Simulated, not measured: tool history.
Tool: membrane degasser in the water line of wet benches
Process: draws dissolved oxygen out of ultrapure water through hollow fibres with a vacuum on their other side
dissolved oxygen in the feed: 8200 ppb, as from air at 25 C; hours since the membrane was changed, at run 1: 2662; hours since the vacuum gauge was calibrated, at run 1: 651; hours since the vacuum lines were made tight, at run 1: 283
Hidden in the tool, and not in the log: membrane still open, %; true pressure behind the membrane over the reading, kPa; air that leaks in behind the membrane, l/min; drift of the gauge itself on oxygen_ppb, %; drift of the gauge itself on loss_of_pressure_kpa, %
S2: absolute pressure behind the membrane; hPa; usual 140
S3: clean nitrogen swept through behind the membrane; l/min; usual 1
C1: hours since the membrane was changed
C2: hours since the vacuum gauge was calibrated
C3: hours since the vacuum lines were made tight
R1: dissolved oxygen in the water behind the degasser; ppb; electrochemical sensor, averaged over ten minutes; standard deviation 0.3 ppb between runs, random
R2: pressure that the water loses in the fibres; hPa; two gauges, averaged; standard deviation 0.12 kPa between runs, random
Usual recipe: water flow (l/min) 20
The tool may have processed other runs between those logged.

run 1 hour=0 | water_flow_(l/min)=20 S2=140 S3=1 | C1=2662 C2=651 C3=283 | R1=462.8 R2=351.8
run 2 hour=118.8 | water_flow_(l/min)=16 S2=140 S3=1 | C1=2781 C2=770 C3=402 | R1=381.4 R2=279.9
run 3 hour=222.1 | water_flow_(l/min)=16 S2=140 S3=1 | C1=2884 C2=873 C3=505 | R1=381.3 R2=278.5
run 4 hour=371.7 | water_flow_(l/min)=20 S2=140 S3=1.76 | C1=3034 C2=1022 C3=655 | R1=284.1 R2=349.4
run 5 hour=507.3 | water_flow_(l/min)=20 S2=140 S3=1.76 | C1=3169 C2=1158 C3=790 | R1=284.5 R2=349.3
run 6 hour=654.9 | water_flow_(l/min)=20 S2=140 S3=1.76 | C1=3317 C2=1306 C3=938 | R1=284 R2=350.4
run 7 hour=816.3 | water_flow_(l/min)=12 S2=140 S3=1 | C1=3478 C2=1467 C3=1099 | R1=295.6 R2=210.2
run 8 hour=915.1 | water_flow_(l/min)=12 S2=140 S3=1 | C1=3577 C2=1566 C3=1198 | R1=295.7 R2=210.9
run 9 hour=1083.5 | water_flow_(l/min)=12 S2=140 S3=1 | C1=3746 C2=1734 C3=1367 | R1=296.3 R2=209.3
run 10 hour=1153.3 | water_flow_(l/min)=12 S2=140 S3=1 | C1=3815 C2=1804 C3=1436 | R1=296.1 R2=211.2
run 11 hour=1250.3 | water_flow_(l/min)=20 S2=140 S3=1 | C1=3912 C2=1901 C3=1533 | R1=464.7 R2=350.8
run 12 hour=1325.4 | water_flow_(l/min)=20 S2=140 S3=1 | C1=3987 C2=1976 C3=1609 | R1=465.7 R2=349.8
run 13 hour=1494.4 | water_flow_(l/min)=20 S2=140 S3=1 | C1=4156 C2=2145 C3=1777 | R1=465.4 R2=350.1
run 14 hour=1658.4 | water_flow_(l/min)=20 S2=140 S3=1 | C1=4320 C2=2309 C3=1942 | R1=465.7 R2=348.6
run 15 hour=1824.4 | water_flow_(l/min)=20 S2=140 S3=1 | C1=4486 C2=2475 C3=2108 | R1=466.6 R2=350
run 16 hour=1948.3 | water_flow_(l/min)=12 S2=140 S3=1 | C1=4610 C2=2599 C3=2231 | R1=297.1 R2=209.7
run 17 hour=2067.1 | water_flow_(l/min)=19 S2=117 S3=0.86 | C1=4729 C2=2718 C3=2350 | R1=404.4 R2=332
run 18 hour=2143.3 | water_flow_(l/min)=19 S2=140 S3=1 | C1=4805 C2=2794 C3=2426 | R1=447 R2=329.4
run 19 hour=2264.1 | water_flow_(l/min)=20 S2=312 S3=0.49 | C1=4926 C2=2915 C3=2547 | R1=1873.6 R2=348
run 20 hour=2350.6 | water_flow_(l/min)=21 S2=268 S3=1.55 | C1=5013 C2=3001 C3=2634 | R1=694.7 R2=366.8
-- hour=2378.5 vacuum gauge calibrated
run 21 hour=2492.4 | water_flow_(l/min)=12 S2=140 S3=0.54 | C1=5154 C2=114 C3=2775 | R1=507.1 R2=208.7
run 22 hour=2597.2 | water_flow_(l/min)=12 S2=140 S3=0.54 | C1=5259 C2=219 C3=2880 | R1=507.5 R2=208.8

The next listed run, before its measurement:
run 23 hour=2751.2 | water_flow_(l/min)=12 S2=140 S3=0.54 | C1=5413 C2=373 C3=3034 | R1=? R2=?

{"run 23": {"R1": 507.8, "R2": 209.7}}
Without the tool's hidden state the same run would have given R1 502.2 ppb, R2 209.5 hPa.
